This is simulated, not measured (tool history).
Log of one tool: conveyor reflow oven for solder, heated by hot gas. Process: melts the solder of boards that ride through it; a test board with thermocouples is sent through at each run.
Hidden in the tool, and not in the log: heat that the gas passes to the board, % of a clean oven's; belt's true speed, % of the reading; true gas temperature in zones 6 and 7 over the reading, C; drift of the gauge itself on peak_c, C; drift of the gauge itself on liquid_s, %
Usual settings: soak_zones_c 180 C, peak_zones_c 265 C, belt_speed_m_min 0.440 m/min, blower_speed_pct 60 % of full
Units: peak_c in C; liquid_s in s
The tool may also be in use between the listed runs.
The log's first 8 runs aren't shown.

| run | hour | soak_zones_c | peak_zones_c | belt_speed_m_min | blower_speed_pct | hours of work since the flux was cleaned out | hours of work since the belt drive was overhauled | hours of work since the thermocouples were changed | peak_c | liquid_s |
|---|---|---|---|---|---|---|---|---|---|---|
| 9 | 121.0 | 180 | 265 | 0.440 | 75 | 189 | 683 | 293 | 251.0 | 73.6 |
| 10 | 132.9 | 180 | 265 | 0.440 | 75 | 198 | 692 | 302 | 250.8 | 74.0 |
|  | 148.9 | flux residue cleaned out of gas plates and filters |
| 11 | 156.9 | 180 | 265 | 0.440 | 75 | 6 | 706 | 315 | 250.0 | 72.3 |
| 12 | 175.6 | 180 | 265 | 0.440 | 60 | 19 | 720 | 329 | 246.6 | 67.5 |
| 13 | 187.4 | 180 | 265 | 0.440 | 60 | 28 | 728 | 338 | 246.3 | 67.0 |
| 14 | 201.1 | 180 | 265 | 0.440 | 60 | 38 | 738 | 348 | 246.3 | 66.8 |
| 15 | 216.5 | 180 | 265 | 0.440 | 60 | 49 | 749 | 359 | 246.1 | 66.7 |
|  | 229.7 | flux residue cleaned out of gas plates and filters, once more |
| 16 | 236.6 | 180 | 265 | 0.440 | 60 | 5 | 760 | 370 | 249.0 | 71.1 |
| 17 | 247.3 | 180 | 265 | 0.440 | 60 | 13 | 768 | 378 | 248.7 | 71.1 |
| 18 | 256.6 | 180 | 265 | 0.356 | 60 | 20 | 775 | 385 | 254.4 | 97.2 |
| 19 | 273.3 | 167 | 272 | 0.482 | 54 | 32 | 787 | 397 | 246.4 | 54.8 |
| 20 | 289.5 | 180 | 280 | 0.440 | 60 | 44 | 799 | 409 | 261.6 | 81.7 |
| 21 | 307.5 | 194 | 267 | 0.371 | 69 | 57 | 812 | 422 | 258.4 | 105.0 |
|  | 312.6 | belt drive overhauled, speed set with a stopwatch |
| 22 | 323.6 | 180 | 265 | 0.528 | 60 | 66 | 8 | 431 | 241.6 | 49.2 |
| 23 | 334.1 | 180 | 265 | 0.528 | 60 | 73 | 16 | 438 | 241.4 | 48.9 |
| 24 | 343.7 | 173 | 279 | 0.440 | 62 | 80 | 23 | 445 | 259.3 | 75.7 |
| 25 | 356.4 | 173 | 275 | 0.371 | 57 | 90 | 32 | 455 | 260.0 | 92.1 |
| 26 | 364.9 | 195 | 266 | 0.376 | 69 | 96 | 38 | 461 | 256.8 | 101.7 |
| 27 | 380.9 | 180 | 266 | 0.376 | 87 | 107 | 50 | 472 | 257.5 | 94.6 |
| 28 | 398.2 | 181 | 264 | 0.469 | 87 | 120 | 62 | 485 | 250.3 | 69.2 |
| 29 | 411.2 | 184 | 265 | 0.440 | 59 | 130 | 72 | 495 | 247.9 | 71.4 |
| 30 | 430.2 | 184 | 265 | 0.440 | 59 | 143 | 86 | 508 | 248.0 | 71.2 |

Forecast each of these 5 alternatives for the next run:
| A | 444.1 | 166 | 265 | 0.485 | 59 | 154 | 96 | 519 | ? | ? |
| B | 444.1 | 180 | 265 | 0.440 | 78 | 154 | 96 | 519 | ? | ? |
| C | 444.1 | 180 | 265 | 0.477 | 56 | 154 | 96 | 519 | ? | ? |
| D | 444.1 | 180 | 280 | 0.440 | 68 | 154 | 96 | 519 | ? | ? |
| E | 444.1 | 188 | 265 | 0.440 | 60 | 154 | 96 | 519 | ? | ? |

| run | peak_c | liquid_s |
|---|---|---|
| A | 240.3 | 46.6 |
| B | 251.1 | 73.4 |
| C | 243.4 | 57.2 |
| D | 262.2 | 81.5 |
| E | 249.0 | 74.5 |
Without the tool's hidden state the same runs would have given:
| run | peak_c | liquid_s |
|---|---|---|
| A | 242.3 | 49.6 |
| B | 252.9 | 75.5 |
| C | 245.1 | 59.7 |
| D | 264.1 | 82.9 |
| E | 250.6 | 76.5 |
